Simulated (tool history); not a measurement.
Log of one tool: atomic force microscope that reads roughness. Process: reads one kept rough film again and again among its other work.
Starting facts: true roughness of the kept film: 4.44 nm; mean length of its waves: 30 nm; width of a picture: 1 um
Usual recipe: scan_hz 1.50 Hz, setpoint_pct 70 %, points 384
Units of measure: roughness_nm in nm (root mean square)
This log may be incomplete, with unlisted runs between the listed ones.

{"run": 1, "hour": 0.0, "scan_hz": 1.5, "setpoint_pct": 70, "points": 384, "roughness_nm": 3.695}
{"run": 2, "hour": 6.7, "scan_hz": 1.5, "setpoint_pct": 70, "points": 384, "roughness_nm": 3.721}
{"run": 3, "hour": 10.5, "scan_hz": 1.5, "setpoint_pct": 70, "points": 384, "roughness_nm": 3.68}
{"run": 4, "hour": 14.7, "scan_hz": 1.5, "setpoint_pct": 70, "points": 793, "roughness_nm": 3.707}
{"hour": 15.8, "done": "new tip fitted"}
{"run": 5, "hour": 22.5, "scan_hz": 1.5, "setpoint_pct": 70, "points": 261, "roughness_nm": 3.668}
{"run": 6, "hour": 30.8, "scan_hz": 1.5, "setpoint_pct": 70, "points": 261, "roughness_nm": 3.668}
{"run": 7, "hour": 36.4, "scan_hz": 1.5, "setpoint_pct": 70, "points": 261, "roughness_nm": 3.675}
{"run": 8, "hour": 40.5, "scan_hz": 1.5, "setpoint_pct": 70, "points": 261, "roughness_nm": 3.692}
{"run": 9, "hour": 49.7, "scan_hz": 1.5, "setpoint_pct": 71, "points": 384, "roughness_nm": 3.694}
{"run": 10, "hour": 54.7, "scan_hz": 1.5, "setpoint_pct": 71, "points": 384, "roughness_nm": 3.683}
{"run": 11, "hour": 59.0, "scan_hz": 1.5, "setpoint_pct": 71, "points": 384, "roughness_nm": 3.686}
{"run": 12, "hour": 64.8, "scan_hz": 1.5, "setpoint_pct": 71, "points": 384, "roughness_nm": 3.656}
{"run": 13, "hour": 71.6, "scan_hz": 1.5, "setpoint_pct": 71, "points": 384, "roughness_nm": 3.699}
{"run": 14, "hour": 76.9, "scan_hz": 1.5, "setpoint_pct": 71, "points": 384, "roughness_nm": 3.685}
{"run": 15, "hour": 81.3, "scan_hz": 1.5, "setpoint_pct": 86, "points": 384, "roughness_nm": 3.482}
{"run": 16, "hour": 86.5, "scan_hz": 1.5, "setpoint_pct": 61, "points": 384, "roughness_nm": 3.772}
{"hour": 92.1, "done": "new tip fitted"}
{"run": 17, "hour": 93.6, "scan_hz": 1.5, "setpoint_pct": 61, "points": 384, "roughness_nm": 3.761}
{"run": 18, "hour": 98.9, "scan_hz": 1.5, "setpoint_pct": 61, "points": 384, "roughness_nm": 3.768}
{"run": 19, "hour": 108.1, "scan_hz": 1.5, "setpoint_pct": 61, "points": 384, "roughness_nm": 3.768}
{"run": 20, "hour": 117.3, "scan_hz": 1.5, "setpoint_pct": 70, "points": 510, "roughness_nm": 3.681}
{"run": 21, "hour": 126.4, "scan_hz": 1.5, "setpoint_pct": 70, "points": 510, "roughness_nm": 3.709}
{"run": 22, "hour": 133.7, "scan_hz": 1.5, "setpoint_pct": 70, "points": 510, "roughness_nm": 3.706}
{"run": 23, "hour": 139.8, "scan_hz": 1.5, "setpoint_pct": 79, "points": 393, "roughness_nm": 3.568}
{"run": 24, "hour": 145.3, "scan_hz": 1.5, "setpoint_pct": 79, "points": 393, "roughness_nm": 3.598}

For run 25, what comes out?
{"run": 25, "hour": 154.3, "scan_hz": 1.95, "setpoint_pct": 68, "points": 604, "roughness_nm": "?"}

{"run 25": {"roughness_nm": 3.685}}
Had the tool carried no hidden state, the very same run would have given roughness_nm 3.691 nm (root mean square).

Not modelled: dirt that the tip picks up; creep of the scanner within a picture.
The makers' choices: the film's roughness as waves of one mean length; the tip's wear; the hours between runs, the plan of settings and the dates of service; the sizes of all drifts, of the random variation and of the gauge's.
